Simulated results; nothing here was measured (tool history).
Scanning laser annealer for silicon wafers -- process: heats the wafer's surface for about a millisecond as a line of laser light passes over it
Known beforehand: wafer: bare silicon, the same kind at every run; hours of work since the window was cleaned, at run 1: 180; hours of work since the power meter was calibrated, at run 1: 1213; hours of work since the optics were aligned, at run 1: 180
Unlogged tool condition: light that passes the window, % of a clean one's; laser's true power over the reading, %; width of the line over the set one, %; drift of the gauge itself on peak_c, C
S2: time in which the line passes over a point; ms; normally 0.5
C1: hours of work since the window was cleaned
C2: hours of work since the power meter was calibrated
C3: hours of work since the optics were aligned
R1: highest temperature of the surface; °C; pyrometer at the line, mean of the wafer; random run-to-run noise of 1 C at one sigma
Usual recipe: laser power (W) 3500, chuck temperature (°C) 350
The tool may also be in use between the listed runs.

{"run": 1, "hour": 0.0, "laser power (W)": 3500, "S2": 0.5, "chuck temperature (°C)": 350, "C1": 180, "C2": 1213, "C3": 180, "R1": 1168}
{"run": 2, "hour": 91.5, "laser power (W)": 3500, "S2": 0.5, "chuck temperature (°C)": 350, "C1": 227, "C2": 1260, "C3": 227, "R1": 1167}
{"run": 3, "hour": 133.3, "laser power (W)": 3402, "S2": 0.5, "chuck temperature (°C)": 350, "C1": 248, "C2": 1281, "C3": 248, "R1": 1145}
{"run": 4, "hour": 213.7, "laser power (W)": 3402, "S2": 0.5, "chuck temperature (°C)": 350, "C1": 289, "C2": 1322, "C3": 289, "R1": 1143}
{"run": 5, "hour": 281.5, "laser power (W)": 3402, "S2": 0.5, "chuck temperature (°C)": 350, "C1": 323, "C2": 1356, "C3": 323, "R1": 1143}
{"run": 6, "hour": 370.8, "laser power (W)": 3402, "S2": 0.5, "chuck temperature (°C)": 350, "C1": 368, "C2": 1401, "C3": 368, "R1": 1141}
{"run": 7, "hour": 409.4, "laser power (W)": 3500, "S2": 0.5, "chuck temperature (°C)": 350, "C1": 388, "C2": 1421, "C3": 388, "R1": 1161}
{"hour": 445.6, "done": "window over the wafer cleaned"}
{"run": 8, "hour": 464.0, "laser power (W)": 3500, "S2": 0.5, "chuck temperature (°C)": 350, "C1": 9, "C2": 1447, "C3": 415, "R1": 1173}
{"run": 9, "hour": 538.7, "laser power (W)": 3500, "S2": 0.5, "chuck temperature (°C)": 338, "C1": 47, "C2": 1485, "C3": 452, "R1": 1159}
{"run": 10, "hour": 633.3, "laser power (W)": 3500, "S2": 0.5, "chuck temperature (°C)": 354, "C1": 95, "C2": 1533, "C3": 500, "R1": 1176}
{"run": 11, "hour": 726.7, "laser power (W)": 3500, "S2": 0.5, "chuck temperature (°C)": 370, "C1": 142, "C2": 1580, "C3": 548, "R1": 1188}
{"run": 12, "hour": 812.3, "laser power (W)": 3500, "S2": 0.5, "chuck temperature (°C)": 370, "C1": 186, "C2": 1624, "C3": 591, "R1": 1187}
{"run": 13, "hour": 864.1, "laser power (W)": 3129, "S2": 0.406, "chuck temperature (°C)": 380, "C1": 212, "C2": 1650, "C3": 617, "R1": 1044}
{"run": 14, "hour": 910.6, "laser power (W)": 3129, "S2": 0.406, "chuck temperature (°C)": 380, "C1": 236, "C2": 1674, "C3": 641, "R1": 1042}
{"run": 15, "hour": 958.8, "laser power (W)": 3600, "S2": 0.453, "chuck temperature (°C)": 359, "C1": 260, "C2": 1698, "C3": 665, "R1": 1158}
{"run": 16, "hour": 1033.3, "laser power (W)": 3600, "S2": 0.453, "chuck temperature (°C)": 359, "C1": 298, "C2": 1736, "C3": 703, "R1": 1156}
{"run": 17, "hour": 1085.9, "laser power (W)": 3600, "S2": 0.453, "chuck temperature (°C)": 359, "C1": 324, "C2": 1762, "C3": 730, "R1": 1153}
{"run": 18, "hour": 1160.2, "laser power (W)": 3600, "S2": 0.371, "chuck temperature (°C)": 328, "C1": 362, "C2": 1800, "C3": 767, "R1": 1049}
{"run": 19, "hour": 1208.6, "laser power (W)": 3480, "S2": 0.373, "chuck temperature (°C)": 314, "C1": 387, "C2": 1825, "C3": 792, "R1": 1013}
{"hour": 1250.3, "done": "window over the wafer cleaned"}
{"run": 20, "hour": 1270.6, "laser power (W)": 3480, "S2": 0.373, "chuck temperature (°C)": 314, "C1": 10, "C2": 1855, "C3": 822, "R1": 1024}

Run 21, settings as shown, results not yet in. Your forecast:
{"run": 21, "hour": 1365.9, "laser power (W)": 3689, "S2": 0.399, "chuck temperature (°C)": 350, "C1": 59, "C2": 1903, "C3": 870, "R1": "?"}

R1: 1125 °C
The same run, on a tool lacking any hidden state, would have yielded R1 1127 °C.
